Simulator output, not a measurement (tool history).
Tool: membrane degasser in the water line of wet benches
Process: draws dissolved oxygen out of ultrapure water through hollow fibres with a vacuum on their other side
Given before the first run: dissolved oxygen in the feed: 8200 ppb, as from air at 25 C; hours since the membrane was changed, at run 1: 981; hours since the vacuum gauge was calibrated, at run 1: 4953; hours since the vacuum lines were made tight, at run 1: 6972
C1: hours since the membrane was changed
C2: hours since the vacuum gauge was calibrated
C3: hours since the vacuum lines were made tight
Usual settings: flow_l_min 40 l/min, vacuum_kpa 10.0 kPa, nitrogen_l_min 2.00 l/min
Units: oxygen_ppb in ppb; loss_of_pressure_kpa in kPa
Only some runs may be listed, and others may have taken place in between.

{"run": 1, "day": 0.0, "flow_l_min": 40, "vacuum_kpa": 10.0, "nitrogen_l_min": 2.0, "C1": 981, "C2": 4953, "C3": 6972, "oxygen_ppb": 308.8, "loss_of_pressure_kpa": 30.45}
{"run": 2, "day": 1.971, "flow_l_min": 40, "vacuum_kpa": 8.0, "nitrogen_l_min": 2.0, "C1": 1028, "C2": 5000, "C3": 7019, "oxygen_ppb": 225.0, "loss_of_pressure_kpa": 30.35}
{"run": 3, "day": 4.008, "flow_l_min": 27, "vacuum_kpa": 10.0, "nitrogen_l_min": 2.0, "C1": 1077, "C2": 5049, "C3": 7068, "oxygen_ppb": 218.0, "loss_of_pressure_kpa": 20.53}
{"run": 4, "day": 5.333, "flow_l_min": 27, "vacuum_kpa": 10.0, "nitrogen_l_min": 2.0, "C1": 1109, "C2": 5081, "C3": 7100, "oxygen_ppb": 218.3, "loss_of_pressure_kpa": 20.42}
{"run": 5, "day": 6.721, "flow_l_min": 40, "vacuum_kpa": 10.0, "nitrogen_l_min": 2.0, "C1": 1142, "C2": 5114, "C3": 7133, "oxygen_ppb": 310.5, "loss_of_pressure_kpa": 30.32}
{"run": 6, "day": 7.854, "flow_l_min": 40, "vacuum_kpa": 10.0, "nitrogen_l_min": 2.0, "C1": 1169, "C2": 5142, "C3": 7161, "oxygen_ppb": 307.6, "loss_of_pressure_kpa": 30.22}
{"run": 7, "day": 9.633, "flow_l_min": 40, "vacuum_kpa": 10.0, "nitrogen_l_min": 2.0, "C1": 1212, "C2": 5184, "C3": 7203, "oxygen_ppb": 309.8, "loss_of_pressure_kpa": 30.23}
{"run": 8, "day": 11.2, "flow_l_min": 40, "vacuum_kpa": 10.0, "nitrogen_l_min": 2.0, "C1": 1250, "C2": 5222, "C3": 7241, "oxygen_ppb": 312.1, "loss_of_pressure_kpa": 30.25}
{"run": 9, "day": 13.179, "flow_l_min": 40, "vacuum_kpa": 8.5, "nitrogen_l_min": 2.0, "C1": 1297, "C2": 5269, "C3": 7288, "oxygen_ppb": 248.7, "loss_of_pressure_kpa": 30.33}
{"run": 10, "day": 15.633, "flow_l_min": 40, "vacuum_kpa": 8.0, "nitrogen_l_min": 2.0, "C1": 1356, "C2": 5328, "C3": 7347, "oxygen_ppb": 226.9, "loss_of_pressure_kpa": 30.4}
{"run": 11, "day": 17.825, "flow_l_min": 40, "vacuum_kpa": 8.0, "nitrogen_l_min": 2.0, "C1": 1409, "C2": 5381, "C3": 7400, "oxygen_ppb": 227.6, "loss_of_pressure_kpa": 30.29}
{"run": 12, "day": 20.146, "flow_l_min": 40, "vacuum_kpa": 8.0, "nitrogen_l_min": 2.0, "C1": 1464, "C2": 5437, "C3": 7456, "oxygen_ppb": 225.9, "loss_of_pressure_kpa": 30.32}
{"day": 20.996, "done": "seals of the vacuum lines changed"}
{"run": 13, "day": 21.95, "flow_l_min": 40, "vacuum_kpa": 10.0, "nitrogen_l_min": 2.0, "C1": 1506, "C2": 5478, "C3": 23, "oxygen_ppb": 307.5, "loss_of_pressure_kpa": 30.44}
{"run": 14, "day": 23.438, "flow_l_min": 57, "vacuum_kpa": 11.2, "nitrogen_l_min": 2.57, "C1": 1541, "C2": 5514, "C3": 59, "oxygen_ppb": 406.5, "loss_of_pressure_kpa": 42.92}
{"run": 15, "day": 24.996, "flow_l_min": 57, "vacuum_kpa": 11.2, "nitrogen_l_min": 2.57, "C1": 1579, "C2": 5551, "C3": 96, "oxygen_ppb": 404.6, "loss_of_pressure_kpa": 42.8}
{"run": 16, "day": 26.896, "flow_l_min": 57, "vacuum_kpa": 11.2, "nitrogen_l_min": 1.88, "C1": 1624, "C2": 5597, "C3": 142, "oxygen_ppb": 522.2, "loss_of_pressure_kpa": 43.02}
{"run": 17, "day": 28.488, "flow_l_min": 57, "vacuum_kpa": 11.2, "nitrogen_l_min": 1.88, "C1": 1662, "C2": 5635, "C3": 180, "oxygen_ppb": 523.6, "loss_of_pressure_kpa": 43.6}
{"run": 18, "day": 30.762, "flow_l_min": 39, "vacuum_kpa": 7.9, "nitrogen_l_min": 4.54, "C1": 1717, "C2": 5689, "C3": 234, "oxygen_ppb": 104.0, "loss_of_pressure_kpa": 30.03}
{"run": 19, "day": 32.654, "flow_l_min": 34, "vacuum_kpa": 17.3, "nitrogen_l_min": 3.19, "C1": 1762, "C2": 5735, "C3": 280, "oxygen_ppb": 349.7, "loss_of_pressure_kpa": 25.88}
{"run": 20, "day": 34.312, "flow_l_min": 34, "vacuum_kpa": 22.6, "nitrogen_l_min": 4.36, "C1": 1802, "C2": 5775, "C3": 320, "oxygen_ppb": 355.9, "loss_of_pressure_kpa": 25.66}
{"run": 21, "day": 36.483, "flow_l_min": 34, "vacuum_kpa": 22.6, "nitrogen_l_min": 4.36, "C1": 1854, "C2": 5827, "C3": 372, "oxygen_ppb": 353.6, "loss_of_pressure_kpa": 25.91}
{"run": 22, "day": 38.404, "flow_l_min": 34, "vacuum_kpa": 8.3, "nitrogen_l_min": 4.36, "C1": 1900, "C2": 5873, "C3": 418, "oxygen_ppb": 101.4, "loss_of_pressure_kpa": 25.99}
{"run": 23, "day": 40.212, "flow_l_min": 46, "vacuum_kpa": 8.3, "nitrogen_l_min": 4.36, "C1": 1944, "C2": 5916, "C3": 461, "oxygen_ppb": 139.4, "loss_of_pressure_kpa": 34.67}
{"run": 24, "day": 42.342, "flow_l_min": 28, "vacuum_kpa": 8.3, "nitrogen_l_min": 1.94, "C1": 1995, "C2": 5967, "C3": 512, "oxygen_ppb": 176.4, "loss_of_pressure_kpa": 21.32}
{"run": 25, "day": 43.879, "flow_l_min": 29, "vacuum_kpa": 23.6, "nitrogen_l_min": 5.75, "C1": 2032, "C2": 6004, "C3": 549, "oxygen_ppb": 249.5, "loss_of_pressure_kpa": 22.01}
{"run": 26, "day": 45.204, "flow_l_min": 29, "vacuum_kpa": 23.6, "nitrogen_l_min": 5.75, "C1": 2064, "C2": 6036, "C3": 581, "oxygen_ppb": 248.2, "loss_of_pressure_kpa": 21.86}

What if the next run were any one of these 3? Each begins from the tool's condition after run 26:
{"run": "A", "day": 46.558, "flow_l_min": 44, "vacuum_kpa": 23.6, "nitrogen_l_min": 1.04, "C1": 2096, "C2": 6068, "C3": 614, "oxygen_ppb": "?", "loss_of_pressure_kpa": "?"}
{"run": "B", "day": 46.558, "flow_l_min": 28, "vacuum_kpa": 23.6, "nitrogen_l_min": 1.47, "C1": 2096, "C2": 6068, "C3": 614, "oxygen_ppb": "?", "loss_of_pressure_kpa": "?"}
{"run": "C", "day": 46.558, "flow_l_min": 35, "vacuum_kpa": 7.0, "nitrogen_l_min": 2.58, "C1": 2096, "C2": 6068, "C3": 614, "oxygen_ppb": "?", "loss_of_pressure_kpa": "?"}

run=A oxygen_ppb=1498.9 loss_of_pressure_kpa=33.30
run=B oxygen_ppb=802.1 loss_of_pressure_kpa=21.31
run=C oxygen_ppb=129.0 loss_of_pressure_kpa=26.23
The same runs, with their run-to-run variation unchanged, on a tool lacking any hidden condition would have given:
run=A oxygen_ppb=1479.5 loss_of_pressure_kpa=32.95
run=B oxygen_ppb=790.4 loss_of_pressure_kpa=21.09
run=C oxygen_ppb=119.3 loss_of_pressure_kpa=25.95

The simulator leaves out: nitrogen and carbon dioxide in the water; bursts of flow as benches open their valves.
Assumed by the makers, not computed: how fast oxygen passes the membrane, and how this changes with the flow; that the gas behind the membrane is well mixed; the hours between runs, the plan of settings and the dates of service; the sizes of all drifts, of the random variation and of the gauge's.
